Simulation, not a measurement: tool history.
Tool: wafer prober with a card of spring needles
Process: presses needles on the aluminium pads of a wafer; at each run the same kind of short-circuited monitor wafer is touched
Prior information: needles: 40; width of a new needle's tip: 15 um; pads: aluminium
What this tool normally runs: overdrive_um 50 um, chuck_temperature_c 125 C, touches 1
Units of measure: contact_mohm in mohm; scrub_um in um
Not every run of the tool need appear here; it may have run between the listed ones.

run	hour	overdrive_um	chuck_temperature_c	touches	contact_mohm	scrub_um
1	0	50	125	1	247	6.81
# hour 6.1: tips cleaned on abrasive film
# hour 17.5: tips cleaned on abrasive film
2	21.2	50	125	1	217	6.74
# hour 29.1: tips cleaned on abrasive film
3	39.5	50	125	1	278	6.73
# hour 41.6: tips cleaned on abrasive film
4	51.9	50	125	1	279	6.76
# hour 54.1: tips cleaned on abrasive film
# hour 65.7: tips cleaned on abrasive film
5	68	50	58	1	190	6.73
# hour 77.7: tips cleaned on abrasive film
6	87.8	50	29	1	283	6.7
# hour 89.2: tips cleaned on abrasive film
# hour 102.5: tips cleaned on abrasive film
# hour 114.2: tips cleaned on abrasive film
7	115.2	50	29	3	145	6.69
# hour 126.4: tips cleaned on abrasive film
# hour 138.4: tips cleaned on abrasive film
8	142.1	60	125	1	196	8.03
# hour 149.9: tips cleaned on abrasive film
# hour 161.7: tips cleaned on abrasive film
9	171.9	50	125	1	289	6.68
# hour 174.4: tips cleaned on abrasive film
# hour 186.6: tips cleaned on abrasive film
10	189	50	125	1	207	6.64
# hour 198.9: tips cleaned on abrasive film
11	204.3	50	125	2	216	6.58
# hour 210.5: tips cleaned on abrasive film
# hour 223.4: tips cleaned on abrasive film
12	226.7	50	125	2	197	6.61
# hour 236: tips cleaned on abrasive film
13	245.2	50	125	1	289	6.57
# hour 248: tips cleaned on abrasive film
# hour 259.8: tips cleaned on abrasive film
14	266.2	50	125	1	259	6.57
# hour 271.6: tips cleaned on abrasive film
# hour 283: tips cleaned on abrasive film
# hour 294.7: tips cleaned on abrasive film
15	294.7	50	125	1	166	6.54
# hour 307.4: tips cleaned on abrasive film
16	311.5	50	125	1	234	6.57
# hour 319.4: tips cleaned on abrasive film
17	325.7	50	125	1	266	6.59
# hour 332.6: tips cleaned on abrasive film
# hour 344.1: tips cleaned on abrasive film
18	352.6	39	28	1	391	5.09
# hour 356.7: tips cleaned on abrasive film
19	367.6	63	48	1	244	8.29
# hour 369.9: tips cleaned on abrasive film
# hour 383.1: tips cleaned on abrasive film
20	384.1	35	98	1	250	4.44
# hour 395.7: tips cleaned on abrasive film
21	404.5	50	72	1	278	6.5
# hour 407.3: tips cleaned on abrasive film
# hour 419.7: tips cleaned on abrasive film
22	428.7	46	26	2	250	5.94
# hour 432.9: tips cleaned on abrasive film
# hour 444.5: tips cleaned on abrasive film
# hour 455.8: tips cleaned on abrasive film
23	455.8	49	125	2	164	6.32
# hour 468.1: tips cleaned on abrasive film
24	468.3	50	125	3	160	6.47
# hour 480.8: tips cleaned on abrasive film
# hour 493: tips cleaned on abrasive film
25	495.9	50	125	3	181	6.4
# hour 504.7: tips cleaned on abrasive film
# hour 516.9: tips cleaned on abrasive film
26	516.9	43	98	2	173	5.5
# hour 522.6: height of the first contact set anew
# hour 529.7: tips cleaned on abrasive film
27	534.8	60	73	3	159	8.15
# hour 541.8: tips cleaned on abrasive film
# hour 554.3: tips cleaned on abrasive film
28	557.2	60	73	3	154	8.11
# hour 566.1: tips cleaned on abrasive film
# hour 577.6: tips cleaned on abrasive film
29	584.3	60	73	3	170	8.06
# hour 589.3: tips cleaned on abrasive film
# hour 601.8: tips cleaned on abrasive film
30	606.4	61	90	2	182	8.18

3 options for the next run, each taken on its own from the tool as it stands now. Forecast them:
# hour 614.9: tips cleaned on abrasive film
A	624.3	65	125	3	?	?
# hour 614.9: tips cleaned on abrasive film
B	624.3	48	125	1	?	?
# hour 614.9: tips cleaned on abrasive film
C	624.3	49	27	2	?	?

run	contact_mohm	scrub_um
A	178	8.72
B	315	6.46
C	247	6.58
With the hidden condition removed and each run's random variation left untouched, the same runs would have given:
run	contact_mohm	scrub_um
A	143	8.79
B	153	6.52
C	135	6.64

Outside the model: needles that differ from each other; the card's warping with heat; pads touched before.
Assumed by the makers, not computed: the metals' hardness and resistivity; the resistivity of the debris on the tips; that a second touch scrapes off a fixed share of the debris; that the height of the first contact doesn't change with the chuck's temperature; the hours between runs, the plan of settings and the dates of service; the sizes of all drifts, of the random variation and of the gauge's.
